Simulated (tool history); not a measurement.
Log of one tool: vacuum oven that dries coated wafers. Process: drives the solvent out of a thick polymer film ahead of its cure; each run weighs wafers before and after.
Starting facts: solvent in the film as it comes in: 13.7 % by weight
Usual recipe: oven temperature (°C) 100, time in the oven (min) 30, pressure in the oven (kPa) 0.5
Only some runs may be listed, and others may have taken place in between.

Run 1, hour 0: usual settings. Result: solvent left in the film (%) 1.1.
Run 2, hour 12.9: usual settings. Result: solvent left in the film (%) 0.99.
Run 3, hour 18.3: usual settings. Result: solvent left in the film (%) 1.02.
Run 4, hour 29.9: usual settings but oven temperature (°C) 85. Result: solvent left in the film (%) 4.26.
Run 5, hour 36.2: usual settings but oven temperature (°C) 85. Result: solvent left in the film (%) 4.09.
Run 6, hour 49.3: usual settings but oven temperature (°C) 85. Result: solvent left in the film (%) 4.09.
Run 7, hour 58.3: usual settings but oven temperature (°C) 85. Result: solvent left in the film (%) 4.32.
Run 8, hour 68.9: usual settings but oven temperature (°C) 85. Result: solvent left in the film (%) 4.24.
Run 9, hour 80: usual settings but oven temperature (°C) 85. Result: solvent left in the film (%) 4.19.
Run 10, hour 88.7: usual settings but oven temperature (°C) 85. Result: solvent left in the film (%) 4.24.
Run 11, hour 94.7: usual settings but oven temperature (°C) 85. Result: solvent left in the film (%) 4.08.
Run 12, hour 102.1: usual settings but oven temperature (°C) 85. Result: solvent left in the film (%) 4.24.
Run 13, hour 109.9: usual settings but time in the oven (min) 41. Result: solvent left in the film (%) 0.68.
Run 14, hour 119.4: usual settings but time in the oven (min) 41. Result: solvent left in the film (%) 0.73.
Run 15, hour 128.2: usual settings but pressure in the oven (kPa) 1.742. Result: solvent left in the film (%) 1.95.
Run 16, hour 134.1: usual settings but pressure in the oven (kPa) 1.742. Result: solvent left in the film (%) 1.93.
Run 17, hour 147: usual settings but pressure in the oven (kPa) 1.742. Result: solvent left in the film (%) 1.99.
Run 18, hour 155.9: usual settings but pressure in the oven (kPa) 1.015. Result: solvent left in the film (%) 1.51.
Run 19, hour 168: usual settings but pressure in the oven (kPa) 1.015. Result: solvent left in the film (%) 1.42.
Run 20, hour 180.5: usual settings. Result: solvent left in the film (%) 1.04.
Run 21, hour 189.9: usual settings. Result: solvent left in the film (%) 1.14.
Run 22, hour 198.2: usual settings but time in the oven (min) 53. Result: solvent left in the film (%) 0.59.
Run 23, hour 209.8: usual settings but oven temperature (°C) 109, time in the oven (min) 53, pressure in the oven (kPa) 0.303. Result: solvent left in the film (%) 0.21.
Run 24, hour 216.2: usual settings but oven temperature (°C) 86. Result: solvent left in the film (%) 4.07.
Run 25, hour 227.1: usual settings but oven temperature (°C) 98, time in the oven (min) 45, pressure in the oven (kPa) 0.623. Result: solvent left in the film (%) 0.91.
Run 26, hour 234.6: usual settings but oven temperature (°C) 107, time in the oven (min) 21, pressure in the oven (kPa) 0.623. Result: solvent left in the film (%) 0.99.
Run 27, hour 247.5: usual settings but oven temperature (°C) 107, time in the oven (min) 21, pressure in the oven (kPa) 0.623. Result: solvent left in the film (%) 0.85.
Run 28, hour 260.4: usual settings but time in the oven (min) 49, pressure in the oven (kPa) 0.606. Result: solvent left in the film (%) 0.68.
Run 29, hour 266.5: usual settings but time in the oven (min) 49, pressure in the oven (kPa) 0.606. Result: solvent left in the film (%) 0.64.
Run 30, hour 278.9: usual settings but time in the oven (min) 49, pressure in the oven (kPa) 0.606. Result: solvent left in the film (%) 0.63.
Run 31, hour 290.6: usual settings but oven temperature (°C) 97, time in the oven (min) 16, pressure in the oven (kPa) 0.96. Result: solvent left in the film (%) 3.92.
Run 32, hour 302.7: usual settings but pressure in the oven (kPa) 0.997. Result: solvent left in the film (%) 1.44.
Run 33, hour 311: usual settings but pressure in the oven (kPa) 0.997. Result: solvent left in the film (%) 1.66.
Run 34, hour 324.1: usual settings but oven temperature (°C) 114, time in the oven (min) 19. Result: solvent left in the film (%) 0.42.
Run 35, hour 332.5: usual settings but oven temperature (°C) 96, time in the oven (min) 19, pressure in the oven (kPa) 0.251. Result: solvent left in the film (%) 2.98.
Run 36, hour 338: usual settings but oven temperature (°C) 96, time in the oven (min) 19, pressure in the oven (kPa) 0.251. Result: solvent left in the film (%) 2.95.
Run 37, hour 345.9: usual settings but time in the oven (min) 29, pressure in the oven (kPa) 0.269. Result: solvent left in the film (%) 1.05.
Run 38, hour 356.5: usual settings but time in the oven (min) 29, pressure in the oven (kPa) 0.269. Result: solvent left in the film (%) 1.06.
Run 39, hour 362.1: usual settings but time in the oven (min) 29, pressure in the oven (kPa) 0.269. Result: solvent left in the film (%) 0.95.

Below, some changes in solvent left in the film (%) between adjacent runs. For each, the amount present without the hidden state too (settings, incoming material, random variation) and the amount remaining for the hidden state with gauge scatter not shared by both compared results:
Unlogged tool condition in this case: true wafer temperature over the reading, C; true pressure over the reading, kPa; drift of the gauge itself on solvent_pct, %.
Run 12 -> 13: oven temperature (°C) 85 -> 100, time in the oven (min) 30 -> 41. solvent left in the film (%) -3.56: hidden state -0.16, all else -3.4.
Run 23 -> 24: oven temperature (°C) 109 -> 86, time in the oven (min) 53 -> 30, pressure in the oven (kPa) 0.303 -> 0.5. solvent left in the film (%) +3.86: hidden state +0.27, all else +3.59.
Run 24 -> 25: oven temperature (°C) 86 -> 98, time in the oven (min) 30 -> 45, pressure in the oven (kPa) 0.5 -> 0.623. solvent left in the film (%) -3.16: hidden state -0.19, all else -2.97.
Run 30 -> 31: oven temperature (°C) 100 -> 97, time in the oven (min) 49 -> 16, pressure in the oven (kPa) 0.606 -> 0.96. solvent left in the film (%) +3.29: hidden state +0.19, all else +3.1.
Run 34 -> 35: oven temperature (°C) 114 -> 96, pressure in the oven (kPa) 0.5 -> 0.251. solvent left in the film (%) +2.56: hidden state +0.21, all else +2.35.

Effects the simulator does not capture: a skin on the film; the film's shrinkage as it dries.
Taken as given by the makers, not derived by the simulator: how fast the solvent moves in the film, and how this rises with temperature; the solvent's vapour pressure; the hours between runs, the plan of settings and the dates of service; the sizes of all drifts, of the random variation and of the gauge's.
